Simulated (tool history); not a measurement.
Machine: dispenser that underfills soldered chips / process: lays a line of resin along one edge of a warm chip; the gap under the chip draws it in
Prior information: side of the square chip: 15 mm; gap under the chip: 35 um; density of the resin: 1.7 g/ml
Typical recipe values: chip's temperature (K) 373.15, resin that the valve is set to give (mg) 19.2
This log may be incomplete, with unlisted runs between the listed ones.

run,hour,chip's temperature (K),resin that the valve is set to give (mg),time until the resin shows at the far edge (s),resin that the valve gave (mg)
1,0,373.15,19.2,122.5,18.27
2,5.2,373.15,19.2,136.5,18.5
3,9.4,373.15,17.8,152.2,16.93
# hour 12.4: dispensing valve cleaned and set on the balance
4,15.1,384.15,19.2,103.5,19.04
# hour 18.6: new syringe of resin
5,18.8,373.15,19.2,122.7,19.14
6,22.5,373.15,19.2,132.7,19.08
7,28.6,373.15,19.2,150.7,18.94
8,34.8,373.15,19.2,175.3,18.87
# hour 36.3: new syringe of resin
9,41.1,380.15,25,99.3,24.57
10,46.7,363.15,22.8,227.9,22.54
11,52.1,375.15,18.8,161.8,18.42
# hour 53.9: new syringe of resin
12,55.2,367.15,21.9,156.9,21.37
13,59.2,367.15,21.9,165.5,21.38
14,65.2,367.15,21.9,194.5,21.31

What if the next run were any one of these 4? Each begins from the tool's condition after run 14:
A,70.7,373.15,16.4,?,?
B,70.7,363.15,16.9,?,?
C,70.7,373.15,19.2,?,?
D,70.7,373.15,21.9,?,?

run,time until the resin shows at the far edge (s),resin that the valve gave (mg)
A,184.8,15.83
B,270,16.34
C,172.3,18.7
D,170.1,21.24
With the hidden condition removed and each run's random variation left untouched, the same runs would have given:
run,time until the resin shows at the far edge (s),resin that the valve gave (mg)
A,129.2,16.32
B,189,16.85
C,121,19.27
D,119.9,21.89
